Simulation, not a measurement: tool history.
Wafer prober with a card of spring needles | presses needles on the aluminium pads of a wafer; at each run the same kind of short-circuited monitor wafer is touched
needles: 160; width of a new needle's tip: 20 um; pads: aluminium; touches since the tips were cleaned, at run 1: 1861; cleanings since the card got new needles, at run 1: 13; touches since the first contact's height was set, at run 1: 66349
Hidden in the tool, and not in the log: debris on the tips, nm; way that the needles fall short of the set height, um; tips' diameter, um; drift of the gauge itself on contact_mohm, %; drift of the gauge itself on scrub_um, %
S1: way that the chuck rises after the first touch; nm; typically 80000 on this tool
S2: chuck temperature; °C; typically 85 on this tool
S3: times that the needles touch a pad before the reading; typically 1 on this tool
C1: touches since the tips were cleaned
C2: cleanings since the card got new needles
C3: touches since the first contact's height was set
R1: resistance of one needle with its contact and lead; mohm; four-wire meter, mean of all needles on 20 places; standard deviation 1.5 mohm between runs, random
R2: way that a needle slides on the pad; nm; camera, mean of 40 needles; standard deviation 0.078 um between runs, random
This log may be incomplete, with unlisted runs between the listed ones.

{"run": 1, "hour": 0.0, "S1": 80000, "S2": 85, "S3": 1, "C1": 1861, "C2": 13, "C3": 66349, "R1": 136, "R2": 14140}
{"hour": 5.7, "done": "tips cleaned on abrasive film"}
{"hour": 15.9, "done": "tips cleaned on abrasive film"}
{"run": 2, "hour": 23.3, "S1": 80000, "S2": 85, "S3": 1, "C1": 3889, "C2": 15, "C3": 78572, "R1": 140, "R2": 14180}
{"hour": 25.4, "done": "tips cleaned on abrasive film"}
{"hour": 35.2, "done": "tips cleaned on abrasive film"}
{"hour": 45.2, "done": "tips cleaned on abrasive film"}
{"hour": 55.0, "done": "tips cleaned on abrasive film"}
{"run": 3, "hour": 57.6, "S1": 90000, "S2": 85, "S3": 1, "C1": 1357, "C2": 19, "C3": 96516, "R1": 139, "R2": 15910}
{"hour": 63.8, "done": "tips cleaned on abrasive film"}
{"hour": 74.2, "done": "tips cleaned on abrasive film"}
{"run": 4, "hour": 76.9, "S1": 65000, "S2": 85, "S3": 1, "C1": 1450, "C2": 21, "C3": 106637, "R1": 139, "R2": 11450}
{"hour": 82.7, "done": "tips cleaned on abrasive film"}
{"hour": 92.7, "done": "tips cleaned on abrasive film"}
{"run": 5, "hour": 100.6, "S1": 80000, "S2": 52, "S3": 1, "C1": 4179, "C2": 23, "C3": 119056, "R1": 135, "R2": 14090}
{"hour": 102.7, "done": "tips cleaned on abrasive film"}
{"hour": 112.2, "done": "tips cleaned on abrasive film"}
{"hour": 121.7, "done": "tips cleaned on abrasive film"}
{"run": 6, "hour": 122.9, "S1": 80000, "S2": 52, "S3": 1, "C1": 629, "C2": 26, "C3": 130699, "R1": 133, "R2": 14160}
{"hour": 131.1, "done": "tips cleaned on abrasive film"}
{"hour": 141.0, "done": "tips cleaned on abrasive film"}
{"run": 7, "hour": 145.7, "S1": 98000, "S2": 85, "S3": 1, "C1": 2481, "C2": 28, "C3": 142664, "R1": 136, "R2": 17360}
{"hour": 149.9, "done": "tips cleaned on abrasive film"}
{"hour": 158.2, "done": "tips cleaned on abrasive film"}
{"hour": 168.5, "done": "tips cleaned on abrasive film"}
{"run": 8, "hour": 168.9, "S1": 98000, "S2": 85, "S3": 1, "C1": 194, "C2": 31, "C3": 154768, "R1": 135, "R2": 17140}
{"hour": 177.2, "done": "tips cleaned on abrasive film"}
{"run": 9, "hour": 184.7, "S1": 98000, "S2": 85, "S3": 1, "C1": 3956, "C2": 32, "C3": 163069, "R1": 137, "R2": 17540}
{"hour": 186.5, "done": "tips cleaned on abrasive film"}
{"hour": 196.3, "done": "tips cleaned on abrasive film"}
{"hour": 204.6, "done": "tips cleaned on abrasive film"}
{"run": 10, "hour": 211.4, "S1": 80000, "S2": 85, "S3": 2, "C1": 3583, "C2": 35, "C3": 177048, "R1": 138, "R2": 14160}
{"hour": 213.5, "done": "tips cleaned on abrasive film"}
{"hour": 223.4, "done": "tips cleaned on abrasive film"}
{"hour": 233.7, "done": "tips cleaned on abrasive film"}
{"run": 11, "hour": 234.2, "S1": 80000, "S2": 85, "S3": 2, "C1": 237, "C2": 38, "C3": 188947, "R1": 138, "R2": 14150}
{"hour": 242.2, "done": "tips cleaned on abrasive film"}
{"run": 12, "hour": 249.6, "S1": 80000, "S2": 85, "S3": 2, "C1": 3919, "C2": 39, "C3": 197079, "R1": 139, "R2": 14240}

Run 13 is up next; what results do you expect?
{"hour": 251.7, "done": "tips cleaned on abrasive film"}
{"hour": 261.2, "done": "tips cleaned on abrasive film"}
{"run": 13, "hour": 265.5, "S1": 61000, "S2": 84, "S3": 3, "C1": 2234, "C2": 41, "C3": 205346, "R1": "?", "R2": "?"}

Run 13 measured R1 142 mohm, R2 10720 nm.
With no hidden state in the tool, this same run would have given R1 142 mohm, R2 10630 nm.
